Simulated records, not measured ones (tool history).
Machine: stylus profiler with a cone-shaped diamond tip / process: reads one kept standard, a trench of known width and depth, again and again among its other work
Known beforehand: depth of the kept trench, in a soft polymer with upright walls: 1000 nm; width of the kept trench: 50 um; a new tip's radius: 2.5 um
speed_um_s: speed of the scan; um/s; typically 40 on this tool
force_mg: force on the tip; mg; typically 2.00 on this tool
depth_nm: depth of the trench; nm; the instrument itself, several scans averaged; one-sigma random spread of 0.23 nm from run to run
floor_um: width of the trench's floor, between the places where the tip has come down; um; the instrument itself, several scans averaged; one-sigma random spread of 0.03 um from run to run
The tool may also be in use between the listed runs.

{"run": 1, "hour": 0.0, "speed_um_s": 40, "force_mg": 2.0, "depth_nm": 1008.68, "floor_um": 44.5}
{"run": 2, "hour": 136.3, "speed_um_s": 40, "force_mg": 2.0, "depth_nm": 1008.52, "floor_um": 44.47}
{"run": 3, "hour": 224.0, "speed_um_s": 40, "force_mg": 2.0, "depth_nm": 1008.44, "floor_um": 44.47}
{"run": 4, "hour": 324.8, "speed_um_s": 40, "force_mg": 2.0, "depth_nm": 1007.85, "floor_um": 44.43}
{"run": 5, "hour": 463.2, "speed_um_s": 40, "force_mg": 2.0, "depth_nm": 1007.36, "floor_um": 44.31}
{"run": 6, "hour": 586.8, "speed_um_s": 40, "force_mg": 2.0, "depth_nm": 1007.12, "floor_um": 44.35}
{"run": 7, "hour": 682.8, "speed_um_s": 40, "force_mg": 2.0, "depth_nm": 1006.95, "floor_um": 44.35}
{"run": 8, "hour": 778.6, "speed_um_s": 40, "force_mg": 2.0, "depth_nm": 1006.92, "floor_um": 44.24}
{"run": 9, "hour": 912.4, "speed_um_s": 40, "force_mg": 2.0, "depth_nm": 1006.37, "floor_um": 44.19}
{"run": 10, "hour": 1045.1, "speed_um_s": 40, "force_mg": 2.0, "depth_nm": 1006.17, "floor_um": 44.11}
{"run": 11, "hour": 1123.1, "speed_um_s": 40, "force_mg": 2.0, "depth_nm": 1005.87, "floor_um": 44.18}
{"run": 12, "hour": 1248.5, "speed_um_s": 40, "force_mg": 2.0, "depth_nm": 1005.12, "floor_um": 44.14}
{"run": 13, "hour": 1307.6, "speed_um_s": 42, "force_mg": 2.0, "depth_nm": 1004.51, "floor_um": 44.01}
{"run": 14, "hour": 1403.4, "speed_um_s": 41, "force_mg": 5.24, "depth_nm": 1014.48, "floor_um": 44.04}
{"run": 15, "hour": 1526.1, "speed_um_s": 60, "force_mg": 0.76, "depth_nm": 999.23, "floor_um": 43.9}
{"run": 16, "hour": 1654.2, "speed_um_s": 45, "force_mg": 5.62, "depth_nm": 1014.73, "floor_um": 43.96}
{"run": 17, "hour": 1779.7, "speed_um_s": 115, "force_mg": 3.03, "depth_nm": 1007.44, "floor_um": 43.81}
{"hour": 1828.8, "done": "height scale calibrated on a step standard"}
{"run": 18, "hour": 1867.7, "speed_um_s": 119, "force_mg": 2.0, "depth_nm": 1010.69, "floor_um": 43.69}
{"run": 19, "hour": 1970.2, "speed_um_s": 20, "force_mg": 1.06, "depth_nm": 1006.63, "floor_um": 43.91}
{"run": 20, "hour": 2037.0, "speed_um_s": 20, "force_mg": 1.06, "depth_nm": 1006.54, "floor_um": 43.86}
{"run": 21, "hour": 2104.2, "speed_um_s": 62, "force_mg": 1.52, "depth_nm": 1008.42, "floor_um": 43.69}
{"run": 22, "hour": 2223.8, "speed_um_s": 12, "force_mg": 2.0, "depth_nm": 1009.39, "floor_um": 43.91}
{"run": 23, "hour": 2328.1, "speed_um_s": 33, "force_mg": 4.27, "depth_nm": 1016.15, "floor_um": 43.8}
{"run": 24, "hour": 2436.0, "speed_um_s": 44, "force_mg": 4.92, "depth_nm": 1017.56, "floor_um": 43.7}
{"run": 25, "hour": 2507.1, "speed_um_s": 10, "force_mg": 1.69, "depth_nm": 1007.7, "floor_um": 43.7}
{"run": 26, "hour": 2631.2, "speed_um_s": 12, "force_mg": 3.84, "depth_nm": 1014.47, "floor_um": 43.69}

Measured less the same run without the tool's hidden state. The same run-to-run variation is in both; the gauge's scatter may not be:
Unlogged tool condition in this case: radius of the tip, um; height scale over the true one, %; drift of the gauge itself on depth_nm, %; drift of the gauge itself on floor_um, %.
run=1 depth_nm=-1.78 floor_um=-1.41
run=2 depth_nm=-2.15 floor_um=-1.46
run=3 depth_nm=-2.37 floor_um=-1.49
run=4 depth_nm=-2.66 floor_um=-1.52
run=5 depth_nm=-3.02 floor_um=-1.57
run=6 depth_nm=-3.37 floor_um=-1.61
run=7 depth_nm=-3.65 floor_um=-1.64
run=8 depth_nm=-3.94 floor_um=-1.68
run=9 depth_nm=-4.32 floor_um=-1.72
run=10 depth_nm=-4.71 floor_um=-1.76
run=11 depth_nm=-4.91 floor_um=-1.79
run=12 depth_nm=-5.24 floor_um=-1.83
run=13 depth_nm=-5.39 floor_um=-1.85
run=14 depth_nm=-5.71 floor_um=-1.88
run=15 depth_nm=-5.97 floor_um=-1.92
run=16 depth_nm=-6.44 floor_um=-1.96
run=17 depth_nm=-6.73 floor_um=-2.00
run=18 depth_nm=-0.01 floor_um=-2.03
run=19 depth_nm=-0.32 floor_um=-2.06
run=20 depth_nm=-0.50 floor_um=-2.08
run=21 depth_nm=-0.68 floor_um=-2.10
run=22 depth_nm=-1.01 floor_um=-2.14
run=23 depth_nm=-1.28 floor_um=-2.16
run=24 depth_nm=-1.59 floor_um=-2.20
run=25 depth_nm=-1.76 floor_um=-2.23
run=26 depth_nm=-2.10 floor_um=-2.26
